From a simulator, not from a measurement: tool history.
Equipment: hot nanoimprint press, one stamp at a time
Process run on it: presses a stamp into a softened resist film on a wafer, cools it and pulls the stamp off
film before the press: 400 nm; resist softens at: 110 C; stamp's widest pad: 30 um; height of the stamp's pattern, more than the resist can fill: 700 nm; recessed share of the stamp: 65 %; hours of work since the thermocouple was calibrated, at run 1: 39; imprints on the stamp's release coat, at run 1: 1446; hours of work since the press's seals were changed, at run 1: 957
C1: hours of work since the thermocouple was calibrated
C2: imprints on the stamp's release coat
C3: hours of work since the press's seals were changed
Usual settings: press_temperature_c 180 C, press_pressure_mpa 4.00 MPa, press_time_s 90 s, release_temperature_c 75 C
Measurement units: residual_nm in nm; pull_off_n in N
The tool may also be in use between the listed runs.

Run 1, hour 0.0: usual settings; C1 39; C2 1446; C3 957. Result: residual_nm 155.8 nm, pull_off_n 183 N.
At hour 48.6: press's hydraulic seals changed and the load cell set to zero.
Run 2, hour 68.5: usual settings; C1 75; C2 1666; C3 12. Result: residual_nm 155.9 nm, pull_off_n 181 N.
Run 3, hour 121.6: usual settings; C1 108; C2 1858; C3 44. Result: residual_nm 155.3 nm, pull_off_n 183 N.
Run 4, hour 178.3: usual settings; C1 142; C2 2064; C3 79. Result: residual_nm 155.2 nm, pull_off_n 184 N.
Run 5, hour 216.9: usual settings but press_pressure_mpa 2.84 MPa; C1 166; C2 2205; C3 102. Result: residual_nm 180.2 nm, pull_off_n 181 N.
Run 6, hour 249.1: usual settings but press_time_s 152 s; C1 185; C2 2322; C3 122. Result: residual_nm 124.0 nm, pull_off_n 176 N.
At hour 291.3: stamp cleaned and given a new release coat.
Run 7, hour 291.3: usual settings but press_temperature_c 192 C; C1 207; C2 0; C3 144. Result: residual_nm 97.6 nm, pull_off_n 181 N.
Run 8, hour 348.9: usual settings but press_temperature_c 192 C; C1 243; C2 210; C3 179. Result: residual_nm 98.0 nm, pull_off_n 184 N.
Run 9, hour 397.4: usual settings; C1 272; C2 386; C3 209. Result: residual_nm 155.7 nm, pull_off_n 177 N.
Run 10, hour 427.8: usual settings but press_temperature_c 168 C, release_temperature_c 61 C; C1 291; C2 497; C3 227. Result: residual_nm 248.2 nm, pull_off_n 222 N.
Run 11, hour 476.1: usual settings but press_temperature_c 168 C, press_pressure_mpa 4.77 MPa, press_time_s 72 s, release_temperature_c 61 C; C1 320; C2 672; C3 257. Result: residual_nm 252.2 nm, pull_off_n 227 N.

Run 12 comes next. What will it give?
Run 12, hour 509.1: usual settings but press_temperature_c 168 C, press_pressure_mpa 4.77 MPa, press_time_s 72 s, release_temperature_c 61 C; C1 340; C2 792; C3 277. Result: residual_nm ?, pull_off_n ?.

Run 12 produced residual_nm 250.1 nm, pull_off_n 227 N.
On a tool with no hidden condition, and with the same random variation, this run would have come out at residual_nm 250.2 nm, pull_off_n 226 N.
